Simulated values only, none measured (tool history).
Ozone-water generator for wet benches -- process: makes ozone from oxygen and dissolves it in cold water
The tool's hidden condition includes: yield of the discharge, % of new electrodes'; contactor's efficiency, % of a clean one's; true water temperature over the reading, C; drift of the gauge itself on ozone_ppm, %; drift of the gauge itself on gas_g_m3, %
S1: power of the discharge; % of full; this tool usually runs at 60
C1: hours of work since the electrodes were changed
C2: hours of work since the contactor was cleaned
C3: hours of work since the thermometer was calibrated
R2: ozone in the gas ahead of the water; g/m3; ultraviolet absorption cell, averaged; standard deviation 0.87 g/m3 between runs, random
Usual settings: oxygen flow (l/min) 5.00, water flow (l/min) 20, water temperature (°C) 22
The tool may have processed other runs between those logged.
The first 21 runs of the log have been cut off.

run 22 day=65.312 | S1=60 oxygen_flow_(l/min)=6.86 water_flow_(l/min)=20 water_temperature_(°C)=22 | C1=2167 C2=1120 C3=1335 | dissolved_ozone_(ppm)=14.1 R2=122.1
run 23 day=68.458 | S1=46 oxygen_flow_(l/min)=3.24 water_flow_(l/min)=20 water_temperature_(°C)=16 | C1=2221 C2=1174 C3=1388 | dissolved_ozone_(ppm)=11.7 R2=143.6
run 24 day=71.779 | S1=46 oxygen_flow_(l/min)=4.92 water_flow_(l/min)=20 water_temperature_(°C)=16 | C1=2278 C2=1231 C3=1445 | dissolved_ozone_(ppm)=12.7 R2=120.0
run 25 day=74.954 | S1=65 oxygen_flow_(l/min)=7.04 water_flow_(l/min)=14 water_temperature_(°C)=21 | C1=2332 C2=1285 C3=1500 | dissolved_ozone_(ppm)=19.1 R2=129.3
run 26 day=76.775 | S1=54 oxygen_flow_(l/min)=4.38 water_flow_(l/min)=20 water_temperature_(°C)=25 | C1=2363 C2=1316 C3=1531 | dissolved_ozone_(ppm)=12.3 R2=140.8
run 27 day=78.600 | S1=54 oxygen_flow_(l/min)=4.38 water_flow_(l/min)=20 water_temperature_(°C)=25 | C1=2395 C2=1348 C3=1562 | dissolved_ozone_(ppm)=12.3 R2=140.3
run 28 day=81.204 | S1=76 oxygen_flow_(l/min)=5.00 water_flow_(l/min)=20 water_temperature_(°C)=22 | C1=2439 C2=1392 C3=1607 | dissolved_ozone_(ppm)=16.3 R2=165.8
run 29 day=83.021 | S1=63 oxygen_flow_(l/min)=5.40 water_flow_(l/min)=20 water_temperature_(°C)=22 | C1=2470 C2=1423 C3=1638 | dissolved_ozone_(ppm)=14.2 R2=141.0
run 30 day=85.558 | S1=61 oxygen_flow_(l/min)=5.00 water_flow_(l/min)=20 water_temperature_(°C)=19 | C1=2514 C2=1467 C3=1682 | dissolved_ozone_(ppm)=14.6 R2=143.7
run 31 day=88.529 | S1=61 oxygen_flow_(l/min)=5.00 water_flow_(l/min)=20 water_temperature_(°C)=19 | C1=2565 C2=1518 C3=1733 | dissolved_ozone_(ppm)=14.6 R2=142.1
run 32 day=92.292 | S1=61 oxygen_flow_(l/min)=5.00 water_flow_(l/min)=22 water_temperature_(°C)=19 | C1=2629 C2=1582 C3=1797 | dissolved_ozone_(ppm)=13.6 R2=142.9
run 33 day=96.433 | S1=61 oxygen_flow_(l/min)=5.00 water_flow_(l/min)=22 water_temperature_(°C)=19 | C1=2700 C2=1653 C3=1868 | dissolved_ozone_(ppm)=13.4 R2=142.6

Each row is a separate what-if for the run after 33, all from the same tool condition, not one after another. Results?
run A day=98.662 | S1=60 oxygen_flow_(l/min)=4.99 water_flow_(l/min)=18 water_temperature_(°C)=19 | C1=2739 C2=1692 C3=1906 | dissolved_ozone_(ppm)=? R2=?
run B day=98.662 | S1=61 oxygen_flow_(l/min)=3.40 water_flow_(l/min)=22 water_temperature_(°C)=18 | C1=2739 C2=1692 C3=1906 | dissolved_ozone_(ppm)=? R2=?
run C day=98.662 | S1=93 oxygen_flow_(l/min)=5.00 water_flow_(l/min)=20 water_temperature_(°C)=22 | C1=2739 C2=1692 C3=1906 | dissolved_ozone_(ppm)=? R2=?

run=A dissolved_ozone_(ppm)=15.8 R2=142.3
run=B dissolved_ozone_(ppm)=12.4 R2=168.4
run=C dissolved_ozone_(ppm)=18.3 R2=189.6
With the hidden condition removed and each run's random variation left untouched, the same runs would have given:
run=A dissolved_ozone_(ppm)=15.8 R2=142.4
run=B dissolved_ozone_(ppm)=12.5 R2=168.6
run=C dissolved_ozone_(ppm)=18.4 R2=189.9

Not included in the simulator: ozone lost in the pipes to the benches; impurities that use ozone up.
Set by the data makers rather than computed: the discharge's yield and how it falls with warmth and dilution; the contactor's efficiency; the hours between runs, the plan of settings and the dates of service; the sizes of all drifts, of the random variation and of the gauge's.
